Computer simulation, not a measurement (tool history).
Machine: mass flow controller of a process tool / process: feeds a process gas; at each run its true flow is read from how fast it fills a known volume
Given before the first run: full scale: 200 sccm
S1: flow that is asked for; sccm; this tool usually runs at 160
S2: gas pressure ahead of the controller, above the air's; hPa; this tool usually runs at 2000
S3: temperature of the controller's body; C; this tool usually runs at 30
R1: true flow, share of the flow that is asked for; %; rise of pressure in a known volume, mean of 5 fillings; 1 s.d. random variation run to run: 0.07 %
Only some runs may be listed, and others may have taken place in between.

| run | hour | S1 | S2 | S3 | R1 |
|---|---|---|---|---|---|
| 1 | 0 | 160 | 2000 | 30 | 98.28 |
| 2 | 375.2 | 160 | 2000 | 30 | 98.25 |
| 3 | 678.6 | 160 | 2000 | 30 | 98.16 |
| 4 | 1146.6 | 160 | 2000 | 30 | 98.11 |
| 5 | 1370.5 | 160 | 2000 | 30 | 98.04 |
| 6 | 1838.2 | 160 | 2000 | 30 | 97.93 |
| 7 | 2106 | 160 | 2000 | 30 | 97.99 |
| 8 | 2453.6 | 160 | 1770 | 30 | 97.88 |
| 9 | 2795.6 | 160 | 1770 | 30 | 97.92 |
|  | 2839.1 | controller's zero set anew |
| 10 | 3142.2 | 160 | 1770 | 30 | 97.47 |
| 11 | 3520.1 | 160 | 2700 | 40 | 96.63 |
| 12 | 3752.5 | 29 | 2000 | 35 | 91.05 |
| 13 | 4078.6 | 47 | 2770 | 26 | 94.23 |
|  | 4410.1 | controller's zero set anew, once more |
| 14 | 4433.2 | 47 | 2770 | 32 | 97.44 |
| 15 | 4863.4 | 47 | 2770 | 32 | 97.28 |
| 16 | 5176.7 | 160 | 2230 | 31 | 98.19 |
| 17 | 5497.1 | 35 | 2000 | 35 | 96.59 |
| 18 | 5710.3 | 29 | 2000 | 21 | 97.7 |
| 19 | 6138.7 | 111 | 2000 | 25 | 98.24 |
| 20 | 6539.3 | 111 | 2000 | 25 | 98.11 |

What if the next run were any one of these 3? Each begins from the tool's condition after run 20:
| A | 6959.6 | 111 | 2570 | 25 | ? |
| B | 6959.6 | 58 | 2000 | 25 | ? |
| C | 6959.6 | 115 | 2500 | 28 | ? |

| run | R1 |
|---|---|
| A | 98.13 |
| B | 97.45 |
| C | 97.95 |
With no hidden state in the tool, these same runs would have given:
| run | R1 |
|---|---|
| A | 99.28 |
| B | 98.82 |
| C | 99.1 |
